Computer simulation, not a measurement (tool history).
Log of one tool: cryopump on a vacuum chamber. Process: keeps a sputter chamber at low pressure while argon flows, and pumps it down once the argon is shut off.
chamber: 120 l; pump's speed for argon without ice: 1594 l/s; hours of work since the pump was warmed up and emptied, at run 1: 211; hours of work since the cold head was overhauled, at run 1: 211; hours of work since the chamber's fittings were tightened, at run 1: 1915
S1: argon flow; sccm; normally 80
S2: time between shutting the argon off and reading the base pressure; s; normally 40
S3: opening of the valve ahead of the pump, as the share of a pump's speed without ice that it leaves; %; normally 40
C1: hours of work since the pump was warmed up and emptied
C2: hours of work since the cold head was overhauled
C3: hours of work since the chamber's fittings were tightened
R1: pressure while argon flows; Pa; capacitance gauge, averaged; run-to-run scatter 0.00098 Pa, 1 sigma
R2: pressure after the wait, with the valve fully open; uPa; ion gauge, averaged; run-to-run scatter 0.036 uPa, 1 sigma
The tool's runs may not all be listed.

run	hour	S1	S2	S3	C1	C2	C3	R1	R2
1	0.0	80	40	40	211	211	1915	0.2193	2.91
2	18.2	80	40	40	224	224	1928	0.2198	2.79
3	34.4	80	40	40	235	235	1939	0.2199	2.89
4	48.7	80	40	40	245	245	1949	0.2200	2.78
5	59.1	80	40	40	252	252	1957	0.2209	2.86
6	74.8	80	40	40	263	263	1968	0.2219	2.82
7	92.6	50	40	40	275	275	1980	0.1390	2.91
8	109.0	80	40	40	287	287	1991	0.2217	2.82
9	119.4	80	32	40	294	294	1999	0.2196	3.26
10	135.3	80	32	40	305	305	2010	0.2222	3.38
11	153.5	80	32	40	318	318	2022	0.2221	3.36
12	162.3	34	38	29	324	324	2029	0.1289	3.09
13	178.9	34	221	29	336	336	2040	0.1288	1.48
14	193.3	34	221	29	346	346	2050	0.1290	1.48
15	212.5	34	221	29	359	359	2063	0.1295	1.45
16	230.3	34	57	41	371	371	2076	0.0926	2.38
17	239.1	80	239	16	377	377	2082	0.5399	1.51
18	251.4	82	62	16	386	386	2091	0.5549	2.29
19	271.5	38	45	26	400	400	2105	0.1617	2.79

Forecast each of these 3 alternatives for the next run:
A	282.1	80	36	40	407	407	2112	?	?
B	282.1	38	269	26	407	407	2112	?	?
C	282.1	80	26	40	407	407	2112	?	?

run	R1	R2
A	0.2261	3.19
B	0.1599	1.43
C	0.2253	3.87
Take away the tool's hidden state, keep each run's random variation, and the runs would have read:
run	R1	R2
A	0.2126	2.17
B	0.1535	0.45
C	0.2118	2.87

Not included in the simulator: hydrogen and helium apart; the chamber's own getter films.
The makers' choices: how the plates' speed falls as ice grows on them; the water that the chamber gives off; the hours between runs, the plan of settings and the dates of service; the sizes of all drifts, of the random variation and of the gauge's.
